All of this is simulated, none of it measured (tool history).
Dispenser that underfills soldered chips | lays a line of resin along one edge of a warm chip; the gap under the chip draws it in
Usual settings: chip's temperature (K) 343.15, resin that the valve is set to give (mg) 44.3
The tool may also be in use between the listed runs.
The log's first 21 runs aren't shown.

run   hour  chip's temperature (K)  resin that the valve is set to give (mg)  hours of work since the syringe was changed  hours of work since the valve was cleaned  hours of work since the stage was calibrated  time until the resin shows at the far edge (s)  resin that the valve gave (mg)
     118.5  -- new syringe of resin
 22  120.6                  338.15                                      53.9                                            1                                         60                                           307                                           269.5                           51.11
 23  125.6                  352.15                                      56.8                                            5                                         63                                           311                                           214.1                           53.66
     130.5  -- new syringe of resin
 24  130.6                  355.15                                      45.8                                            0                                         66                                           314                                           149.9                           42.99
 25  134.9                  334.15                                      44.3                                            3                                         69                                           317                                           346.2                           41.57
 26  138.7                  336.15                                      54.5                                            5                                         72                                           319                                             365                            51.1
     142.7  -- new syringe of resin
 27  146.3                  336.15                                      54.5                                            2                                         77                                           324                                           295.6                           50.67
     147.7  -- dispensing valve cleaned and set on the balance
 28  153.6                  336.15                                      54.5                                            7                                          4                                           328                                           383.4                           54.25
     155.2  -- new syringe of resin
 29  160.8                  344.15                                      47.6                                            4                                          8                                           333                                           252.2                            46.9
       167  -- new syringe of resin
 30  167.4                  334.15                                      41.6                                            0                                         13                                           337                                           286.7                           40.87
 31  172.6                  334.15                                      38.3                                            4                                         16                                           340                                           367.3                           37.39
 32  176.4                  357.15                                      39.1                                            6                                         19                                           343                                           203.9                           38.36
     178.8  -- new syringe of resin
 33  181.1                  357.15                                      39.1                                            2                                         21                                           346                                             157                           38.37
 34  189.6                  329.15                                      52.2                                            7                                         27                                           351                                           495.9                           50.64

Branching from run 34: 5 alternative next runs. What would each branch give?
     190.6  -- new syringe of resin
  A  197.6                  340.15                                        45                                            5                                         32                                           356                                               ?                               ?
     190.6  -- new syringe of resin
  B  197.6                  349.15                                      49.8                                            5                                         32                                           356                                               ?                               ?
     190.6  -- new syringe of resin
  C  197.6                  350.15                                      47.5                                            5                                         32                                           356                                               ?                               ?
     190.6  -- new syringe of resin
  D  197.6                  329.15                                      39.8                                            5                                         32                                           356                                               ?                               ?
     190.6  -- new syringe of resin
  E  197.6                  350.15                                      44.3                                            5                                         32                                           356                                               ?                               ?

run  time until the resin shows at the far edge (s)  resin that the valve gave (mg)
  A                                           306.8                           43.34
  B                                           224.4                           48.29
  C                                           216.2                           45.68
  D                                           438.2                           38.54
  E                                           222.6                           43.03
Without the tool's unlogged condition, the same runs would have read:
run  time until the resin shows at the far edge (s)  resin that the valve gave (mg)
  A                                           220.4                           44.73
  B                                           161.9                           49.84
  C                                             156                           47.15
  D                                           312.6                           39.78
  E                                           160.6                           44.41
